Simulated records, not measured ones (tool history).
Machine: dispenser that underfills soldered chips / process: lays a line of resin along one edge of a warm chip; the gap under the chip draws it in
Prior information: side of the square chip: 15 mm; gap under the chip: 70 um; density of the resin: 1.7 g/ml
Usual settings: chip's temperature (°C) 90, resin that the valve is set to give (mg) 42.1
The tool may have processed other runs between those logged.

run,hour,chip's temperature (°C),resin that the valve is set to give (mg),time until the resin shows at the far edge (s),resin that the valve gave (mg)
1,0.0,90,42.1,300.0,41.51
# hour 2.3: new syringe of resin
# hour 11.9: new syringe of resin
2,11.9,90,42.1,255.1,41.23
3,19.0,90,42.1,300.2,41.05
# hour 21.7: new syringe of resin
# hour 31.3: new syringe of resin
4,33.4,90,42.1,261.6,40.91
# hour 41.3: new syringe of resin
5,44.9,90,42.1,270.2,40.74
# hour 51.1: new syringe of resin
6,53.2,86,42.1,308.0,40.78
# hour 60.7: new syringe of resin
7,68.0,86,42.1,357.2,40.50
# hour 70.3: new syringe of resin
# hour 80.7: new syringe of resin
8,81.6,86,42.1,309.1,40.33
# hour 91.0: new syringe of resin
9,91.0,86,42.1,300.5,40.24
# hour 100.5: new syringe of resin
10,105.7,86,42.1,345.5,40.33
# hour 110.5: new syringe of resin
11,114.6,86,42.1,337.5,40.13
# hour 120.6: new syringe of resin
12,121.4,81,42.1,390.8,40.11
# hour 130.1: new syringe of resin
13,136.4,90,42.1,293.8,39.86
# hour 140.5: new syringe of resin
14,144.5,90,42.1,286.2,39.44
# hour 148.8: dispensing valve cleaned and set on the balance
# hour 152.2: new syringe of resin
15,154.5,90,42.1,274.4,42.19
16,161.0,90,42.1,326.7,42.21
# hour 162.3: new syringe of resin
# hour 171.8: new syringe of resin
17,175.3,79,40.2,469.0,39.93
# hour 182.0: new syringe of resin
18,190.4,80,49.7,469.2,49.16
# hour 192.2: new syringe of resin
19,200.8,99,42.0,213.3,41.57
# hour 202.4: new syringe of resin
# hour 212.1: new syringe of resin
20,212.1,99,42.0,172.5,41.23
21,220.5,78,49.4,534.1,48.58
# hour 221.9: new syringe of resin
# hour 224.7: stage's temperature calibrated
# hour 232.3: new syringe of resin
22,235.1,76,51.5,491.2,50.03
# hour 242.3: new syringe of resin
23,251.2,102,45.7,186.2,44.34
# hour 252.5: new syringe of resin
# hour 262.0: new syringe of resin
24,263.5,84,49.4,319.4,47.57
# hour 271.8: new syringe of resin
25,274.8,84,46.5,341.8,44.92

What will run 26 give?
# hour 282.4: new syringe of resin
26,285.4,104,52.8,?,?

{"run 26": {"time until the resin shows at the far edge (s)": 150.4, "resin that the valve gave (mg)": 50.97}}
With the hidden condition absent and the run-to-run variation left alone, this run would have shown time until the resin shows at the far edge (s) 138.7, resin that the valve gave (mg) 53.08.
